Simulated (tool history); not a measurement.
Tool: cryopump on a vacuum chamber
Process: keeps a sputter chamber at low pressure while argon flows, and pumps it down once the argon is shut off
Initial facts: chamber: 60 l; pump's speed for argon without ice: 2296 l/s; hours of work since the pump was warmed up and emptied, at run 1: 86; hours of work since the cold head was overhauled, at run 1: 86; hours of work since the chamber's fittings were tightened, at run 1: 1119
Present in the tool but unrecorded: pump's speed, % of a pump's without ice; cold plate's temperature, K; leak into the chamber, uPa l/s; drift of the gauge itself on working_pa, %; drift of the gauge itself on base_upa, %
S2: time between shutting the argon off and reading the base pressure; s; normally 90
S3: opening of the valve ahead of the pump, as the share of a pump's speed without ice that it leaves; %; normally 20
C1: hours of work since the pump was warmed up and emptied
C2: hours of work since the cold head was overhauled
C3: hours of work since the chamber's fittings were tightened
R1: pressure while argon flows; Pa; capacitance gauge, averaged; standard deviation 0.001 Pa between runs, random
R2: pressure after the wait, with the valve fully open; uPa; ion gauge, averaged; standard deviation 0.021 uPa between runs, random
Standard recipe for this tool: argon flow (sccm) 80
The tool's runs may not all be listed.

{"run": 1, "hour": 0.0, "argon flow (sccm)": 80, "S2": 90, "S3": 20, "C1": 86, "C2": 86, "C3": 1119, "R1": 0.2967, "R2": 0.79}
{"run": 2, "hour": 9.0, "argon flow (sccm)": 80, "S2": 90, "S3": 20, "C1": 92, "C2": 92, "C3": 1125, "R1": 0.2942, "R2": 0.83}
{"run": 3, "hour": 16.2, "argon flow (sccm)": 80, "S2": 90, "S3": 20, "C1": 97, "C2": 97, "C3": 1130, "R1": 0.2973, "R2": 0.81}
{"run": 4, "hour": 29.1, "argon flow (sccm)": 80, "S2": 90, "S3": 20, "C1": 106, "C2": 106, "C3": 1139, "R1": 0.2954, "R2": 0.86}
{"run": 5, "hour": 37.5, "argon flow (sccm)": 80, "S2": 90, "S3": 20, "C1": 112, "C2": 112, "C3": 1145, "R1": 0.2959, "R2": 0.79}
{"run": 6, "hour": 44.0, "argon flow (sccm)": 80, "S2": 90, "S3": 20, "C1": 116, "C2": 116, "C3": 1149, "R1": 0.2962, "R2": 0.8}
{"run": 7, "hour": 54.4, "argon flow (sccm)": 80, "S2": 90, "S3": 20, "C1": 124, "C2": 124, "C3": 1157, "R1": 0.2953, "R2": 0.81}
{"run": 8, "hour": 68.8, "argon flow (sccm)": 139, "S2": 90, "S3": 20, "C1": 134, "C2": 134, "C3": 1167, "R1": 0.5136, "R2": 0.86}
{"run": 9, "hour": 78.1, "argon flow (sccm)": 139, "S2": 90, "S3": 47, "C1": 140, "C2": 140, "C3": 1173, "R1": 0.2216, "R2": 0.87}
{"run": 10, "hour": 86.7, "argon flow (sccm)": 139, "S2": 90, "S3": 47, "C1": 146, "C2": 146, "C3": 1179, "R1": 0.2202, "R2": 0.83}
{"run": 11, "hour": 101.5, "argon flow (sccm)": 139, "S2": 90, "S3": 47, "C1": 156, "C2": 156, "C3": 1190, "R1": 0.2212, "R2": 0.85}
{"run": 12, "hour": 114.8, "argon flow (sccm)": 80, "S2": 90, "S3": 20, "C1": 166, "C2": 166, "C3": 1199, "R1": 0.2964, "R2": 0.83}
{"run": 13, "hour": 126.7, "argon flow (sccm)": 80, "S2": 90, "S3": 20, "C1": 174, "C2": 174, "C3": 1207, "R1": 0.2963, "R2": 0.87}
{"run": 14, "hour": 133.2, "argon flow (sccm)": 80, "S2": 90, "S3": 20, "C1": 179, "C2": 179, "C3": 1212, "R1": 0.2966, "R2": 0.89}
{"run": 15, "hour": 145.8, "argon flow (sccm)": 80, "S2": 90, "S3": 20, "C1": 187, "C2": 187, "C3": 1221, "R1": 0.2972, "R2": 0.83}
{"run": 16, "hour": 152.7, "argon flow (sccm)": 80, "S2": 90, "S3": 20, "C1": 192, "C2": 192, "C3": 1225, "R1": 0.2976, "R2": 0.87}
{"run": 17, "hour": 159.1, "argon flow (sccm)": 80, "S2": 90, "S3": 20, "C1": 197, "C2": 197, "C3": 1230, "R1": 0.2964, "R2": 0.85}
{"run": 18, "hour": 168.6, "argon flow (sccm)": 118, "S2": 134, "S3": 18, "C1": 203, "C2": 203, "C3": 1236, "R1": 0.489, "R2": 0.76}
{"run": 19, "hour": 182.5, "argon flow (sccm)": 106, "S2": 220, "S3": 54, "C1": 213, "C2": 213, "C3": 1246, "R1": 0.1486, "R2": 0.75}

Predict the results of run 20:
{"run": 20, "hour": 197.7, "argon flow (sccm)": 80, "S2": 90, "S3": 28, "C1": 224, "C2": 224, "C3": 1257, "R1": "?", "R2": "?"}

For run 20 the tool returned R1 0.2136 Pa, R2 0.86 uPa.
The same run, on a tool lacking any hidden state, would have yielded R1 0.2109 Pa, R2 0.37 uPa.

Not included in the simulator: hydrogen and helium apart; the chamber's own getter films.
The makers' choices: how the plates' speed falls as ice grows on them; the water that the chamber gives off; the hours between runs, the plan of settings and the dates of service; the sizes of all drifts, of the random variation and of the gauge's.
